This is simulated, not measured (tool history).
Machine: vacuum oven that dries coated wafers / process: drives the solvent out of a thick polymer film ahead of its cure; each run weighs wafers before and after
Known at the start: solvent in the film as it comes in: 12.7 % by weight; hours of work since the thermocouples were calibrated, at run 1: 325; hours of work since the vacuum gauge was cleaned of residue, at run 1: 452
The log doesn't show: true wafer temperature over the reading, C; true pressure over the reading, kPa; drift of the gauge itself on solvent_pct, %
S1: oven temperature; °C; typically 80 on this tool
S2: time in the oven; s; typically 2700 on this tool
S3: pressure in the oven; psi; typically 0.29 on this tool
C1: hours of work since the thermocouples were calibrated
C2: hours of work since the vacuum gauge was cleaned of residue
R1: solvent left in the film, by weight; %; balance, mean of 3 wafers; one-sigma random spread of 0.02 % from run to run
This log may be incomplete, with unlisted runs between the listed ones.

{"run": 1, "hour": 0.0, "S1": 80, "S2": 2700, "S3": 0.29, "C1": 325, "C2": 452, "R1": 1.84}
{"run": 2, "hour": 52.6, "S1": 80, "S2": 2700, "S3": 0.29, "C1": 350, "C2": 477, "R1": 1.84}
{"run": 3, "hour": 121.2, "S1": 80, "S2": 2700, "S3": 0.29, "C1": 383, "C2": 509, "R1": 1.81}
{"run": 4, "hour": 164.2, "S1": 80, "S2": 2700, "S3": 0.493, "C1": 403, "C2": 530, "R1": 2.44}
{"run": 5, "hour": 231.0, "S1": 82, "S2": 2700, "S3": 0.29, "C1": 435, "C2": 562, "R1": 1.55}
{"run": 6, "hour": 266.0, "S1": 76, "S2": 2700, "S3": 0.29, "C1": 452, "C2": 578, "R1": 2.46}
{"run": 7, "hour": 319.1, "S1": 76, "S2": 2700, "S3": 0.29, "C1": 477, "C2": 604, "R1": 2.45}
{"run": 8, "hour": 385.7, "S1": 76, "S2": 2700, "S3": 0.29, "C1": 509, "C2": 636, "R1": 2.48}
{"run": 9, "hour": 432.8, "S1": 76, "S2": 2700, "S3": 0.29, "C1": 531, "C2": 658, "R1": 2.49}
{"run": 10, "hour": 483.3, "S1": 76, "S2": 2700, "S3": 0.29, "C1": 555, "C2": 682, "R1": 2.47}
{"run": 11, "hour": 513.7, "S1": 76, "S2": 2700, "S3": 0.29, "C1": 570, "C2": 697, "R1": 2.46}
{"run": 12, "hour": 580.4, "S1": 76, "S2": 2700, "S3": 0.29, "C1": 602, "C2": 728, "R1": 2.43}
{"run": 13, "hour": 619.2, "S1": 76, "S2": 2700, "S3": 0.29, "C1": 620, "C2": 747, "R1": 2.47}
{"run": 14, "hour": 680.2, "S1": 72, "S2": 2700, "S3": 0.29, "C1": 649, "C2": 776, "R1": 3.24}
{"run": 15, "hour": 717.8, "S1": 72, "S2": 2700, "S3": 0.29, "C1": 667, "C2": 794, "R1": 3.21}
{"run": 16, "hour": 752.5, "S1": 72, "S2": 2700, "S3": 0.29, "C1": 684, "C2": 811, "R1": 3.26}
{"run": 17, "hour": 798.7, "S1": 72, "S2": 2700, "S3": 0.29, "C1": 706, "C2": 833, "R1": 3.25}
{"run": 18, "hour": 854.0, "S1": 72, "S2": 2700, "S3": 0.29, "C1": 732, "C2": 859, "R1": 3.19}
{"run": 19, "hour": 912.6, "S1": 91, "S2": 3300, "S3": 0.29, "C1": 760, "C2": 887, "R1": 0.7}
{"run": 20, "hour": 981.5, "S1": 83, "S2": 1920, "S3": 0.29, "C1": 793, "C2": 920, "R1": 2.16}
{"run": 21, "hour": 1020.9, "S1": 93, "S2": 3120, "S3": 0.373, "C1": 812, "C2": 939, "R1": 0.79}
{"run": 22, "hour": 1051.9, "S1": 93, "S2": 3120, "S3": 0.373, "C1": 827, "C2": 953, "R1": 0.84}
{"run": 23, "hour": 1108.7, "S1": 66, "S2": 2100, "S3": 0.29, "C1": 854, "C2": 980, "R1": 5.43}

Predict the results of run 24:
{"hour": 1113.4, "done": "vacuum gauge cleaned of residue and calibrated"}
{"run": 24, "hour": 1173.4, "S1": 91, "S2": 3480, "S3": 0.29, "C1": 884, "C2": 29, "R1": "?"}

R1: 0.69 %
Were there no unlogged condition in the tool, this run, its random variation unchanged, would have produced R1 0.62 %.
